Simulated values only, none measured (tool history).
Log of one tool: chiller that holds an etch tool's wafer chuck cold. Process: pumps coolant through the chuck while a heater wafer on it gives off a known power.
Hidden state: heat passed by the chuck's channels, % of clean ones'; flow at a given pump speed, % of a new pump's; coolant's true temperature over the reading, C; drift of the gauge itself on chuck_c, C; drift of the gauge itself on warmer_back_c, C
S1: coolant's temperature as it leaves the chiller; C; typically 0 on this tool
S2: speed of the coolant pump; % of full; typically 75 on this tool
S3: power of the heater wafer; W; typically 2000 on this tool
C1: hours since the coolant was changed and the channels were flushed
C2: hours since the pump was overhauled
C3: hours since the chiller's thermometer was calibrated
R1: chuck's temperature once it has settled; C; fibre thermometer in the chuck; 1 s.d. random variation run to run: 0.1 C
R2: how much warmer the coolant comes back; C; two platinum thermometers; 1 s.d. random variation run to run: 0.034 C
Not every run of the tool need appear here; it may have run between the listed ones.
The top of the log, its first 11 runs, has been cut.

Run 12, hour 632.4: usual settings but S2 92 % of full; C1 4414; C2 2985; C3 4122. Result: R1 17.9 C, R2 4.30 C.
At hour 701.6: gauge calibrated.
Run 13, hour 713.5: usual settings but S2 92 % of full; C1 4495; C2 3066; C3 4203. Result: R1 18.0 C, R2 4.65 C.
At hour 763.1: coolant changed, channels flushed.
Run 14, hour 763.1: usual settings but S2 92 % of full; C1 0; C2 3110; C3 4246. Result: R1 18.0 C, R2 4.56 C.
Run 15, hour 819.8: usual settings but S2 92 % of full; C1 57; C2 3167; C3 4303. Result: R1 17.9 C, R2 4.58 C.
Run 16, hour 884.9: usual settings but S3 1017 W; C1 122; C2 3232; C3 4368. Result: R1 10.9 C, R2 2.80 C.
Run 17, hour 952.7: usual settings but S3 1017 W; C1 190; C2 3299; C3 4436. Result: R1 10.7 C, R2 2.82 C.
Run 18, hour 1030.4: usual settings but S3 1017 W; C1 267; C2 3377; C3 4514. Result: R1 11.1 C, R2 2.75 C.
Run 19, hour 1098.8: usual settings but S1 5 C, S2 74 % of full; C1 336; C2 3446; C3 4582. Result: R1 26.7 C, R2 5.56 C.
Run 20, hour 1144.4: usual settings but S1 5 C, S2 74 % of full; C1 381; C2 3491; C3 4628. Result: R1 26.6 C, R2 5.55 C.
Run 21, hour 1209.1: usual settings but S1 5 C, S2 98 % of full, S3 2229 W; C1 446; C2 3556; C3 4692. Result: R1 24.1 C, R2 4.64 C.
Run 22, hour 1256.2: usual settings but S1 -7 C, S2 66 % of full, S3 1242 W; C1 493; C2 3603; C3 4739. Result: R1 7.7 C, R2 3.81 C.
Run 23, hour 1300.2: usual settings but S1 -7 C, S2 66 % of full, S3 1242 W; C1 537; C2 3647; C3 4783. Result: R1 7.8 C, R2 3.72 C.
Run 24, hour 1353.1: usual settings but S2 91 % of full, S3 1242 W; C1 590; C2 3700; C3 4836. Result: R1 11.3 C, R2 2.61 C.
At hour 1393.2: chiller's thermometer calibrated.
Run 25, hour 1398.6: usual settings but S2 91 % of full, S3 1242 W; C1 635; C2 3744; C3 5. Result: R1 11.4 C, R2 2.64 C.
Run 26, hour 1466.2: usual settings but S2 91 % of full, S3 1242 W; C1 702; C2 3812; C3 73. Result: R1 11.4 C, R2 2.58 C.
Run 27, hour 1528.0: usual settings but S1 -9 C; C1 764; C2 3874; C3 135. Result: R1 12.5 C, R2 5.36 C.
Run 28, hour 1596.7: usual settings but S3 1659 W; C1 833; C2 3942; C3 203. Result: R1 17.7 C, R2 4.38 C.
Run 29, hour 1638.8: usual settings but S1 -2 C, S3 2699 W; C1 875; C2 3985; C3 246. Result: R1 26.8 C, R2 7.25 C.
Run 30, hour 1693.7: usual settings but S1 -2 C, S3 2699 W; C1 930; C2 4039; C3 300. Result: R1 26.9 C, R2 7.26 C.
Run 31, hour 1743.8: usual settings but S1 -2 C, S3 2699 W; C1 980; C2 4090; C3 351. Result: R1 26.9 C, R2 7.18 C.

3 ways to go on from here, each from the tool as it stands after run 31. What would each give?
Run A, hour 1822.1: usual settings but S1 9 C, S3 1385 W; C1 1058; C2 4168; C3 429. Result: R1 ?, R2 ?.
Run B, hour 1822.1: usual settings but S1 -2 C, S2 82 % of full, S3 2057 W; C1 1058; C2 4168; C3 429. Result: R1 ?, R2 ?.
Run C, hour 1822.1: usual settings but S1 -3 C, S2 98 % of full, S3 1009 W; C1 1058; C2 4168; C3 429. Result: R1 ?, R2 ?.

run    R1    R2
  A  23.9  3.43
  B  18.5  4.82
  C   5.7  1.72
With the hidden condition removed and each run's random variation left untouched, the same runs would have given:
run    R1    R2
  A  23.9  3.91
  B  18.4  5.30
  C   5.7  2.20
